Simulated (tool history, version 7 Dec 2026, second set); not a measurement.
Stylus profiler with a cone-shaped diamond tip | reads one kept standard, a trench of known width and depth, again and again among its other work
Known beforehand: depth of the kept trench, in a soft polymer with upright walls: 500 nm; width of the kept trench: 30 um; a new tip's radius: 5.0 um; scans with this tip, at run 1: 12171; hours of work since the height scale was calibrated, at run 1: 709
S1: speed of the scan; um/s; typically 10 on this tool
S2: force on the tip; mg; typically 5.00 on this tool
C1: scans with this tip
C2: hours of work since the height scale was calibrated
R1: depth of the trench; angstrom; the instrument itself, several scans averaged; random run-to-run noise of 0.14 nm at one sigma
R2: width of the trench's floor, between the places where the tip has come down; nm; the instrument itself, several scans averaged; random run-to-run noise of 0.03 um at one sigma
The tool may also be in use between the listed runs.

Run 1, hour 0.0: usual settings; C1 12171; C2 709. Result: R1 5098.8 angstrom, R2 25580 nm.
Run 2, hour 68.9: usual settings but S1 11 um/s; C1 12398; C2 755. Result: R1 5098.7 angstrom, R2 25590 nm.
Run 3, hour 149.0: usual settings; C1 12663; C2 809. Result: R1 5096.4 angstrom, R2 25560 nm.
Run 4, hour 247.5: usual settings; C1 12989; C2 876. Result: R1 5096.6 angstrom, R2 25600 nm.
Run 5, hour 359.3: usual settings; C1 13359; C2 951. Result: R1 5100.3 angstrom, R2 25590 nm.
Run 6, hour 466.9: usual settings but S1 4 um/s; C1 13714; C2 1024. Result: R1 5097.5 angstrom, R2 25570 nm.
Run 7, hour 548.0: usual settings but S1 4 um/s; C1 13983; C2 1078. Result: R1 5098.2 angstrom, R2 25610 nm.
Run 8, hour 607.5: usual settings but S1 4 um/s; C1 14179; C2 1118. Result: R1 5099.4 angstrom, R2 25630 nm.
Run 9, hour 675.8: usual settings but S1 13 um/s; C1 14405; C2 1164. Result: R1 5100.3 angstrom, R2 25610 nm.
Run 10, hour 739.9: usual settings but S1 13 um/s; C1 14617; C2 1208. Result: R1 5098.2 angstrom, R2 25610 nm.
Run 11, hour 817.6: usual settings but S1 13 um/s; C1 14874; C2 1260. Result: R1 5098.9 angstrom, R2 25560 nm.
Run 12, hour 896.6: usual settings but S1 3 um/s, S2 10.39 mg; C1 15135; C2 1313. Result: R1 5161.8 angstrom, R2 25620 nm.
Run 13, hour 993.2: usual settings but S1 4 um/s, S2 3.32 mg; C1 15455; C2 1378. Result: R1 5076.7 angstrom, R2 25580 nm.
Run 14, hour 1049.6: usual settings but S1 24 um/s, S2 3.67 mg; C1 15641; C2 1416. Result: R1 5078.6 angstrom, R2 25530 nm.
Run 15, hour 1132.5: usual settings but S1 15 um/s, S2 12.35 mg; C1 15916; C2 1472. Result: R1 5179.7 angstrom, R2 25540 nm.
Run 16, hour 1203.4: usual settings but S1 15 um/s, S2 12.35 mg; C1 16150; C2 1520. Result: R1 5182.0 angstrom, R2 25580 nm.
Run 17, hour 1321.9: usual settings but S1 13 um/s, S2 4.75 mg; C1 16542; C2 1600. Result: R1 5096.2 angstrom, R2 25610 nm.
Run 18, hour 1379.6: usual settings but S1 4 um/s, S2 5.81 mg; C1 16733; C2 1639. Result: R1 5109.0 angstrom, R2 25610 nm.

Predict each of these 3 candidate next runs independently; none follows another, all start after run 18:
At hour 1438.8: height scale calibrated on a step standard.
Run A, hour 1486.9: usual settings but S1 35 um/s, S2 3.97 mg; C1 17086; C2 32. Result: R1 ?, R2 ?.
At hour 1438.8: height scale calibrated on a step standard.
Run B, hour 1486.9: usual settings but S1 11 um/s, S2 5.81 mg; C1 17086; C2 32. Result: R1 ?, R2 ?.
At hour 1438.8: height scale calibrated on a step standard.
Run C, hour 1486.9: usual settings but S1 3 um/s, S2 5.49 mg; C1 17086; C2 32. Result: R1 ?, R2 ?.

run      R1     R2
  A  5084.3  25490
  B  5109.7  25610
  C  5106.4  25630
Without the tool's unlogged condition, the same runs would have read:
run      R1     R2
  A  5084.3  25510
  B  5109.7  25630
  C  5106.4  25650
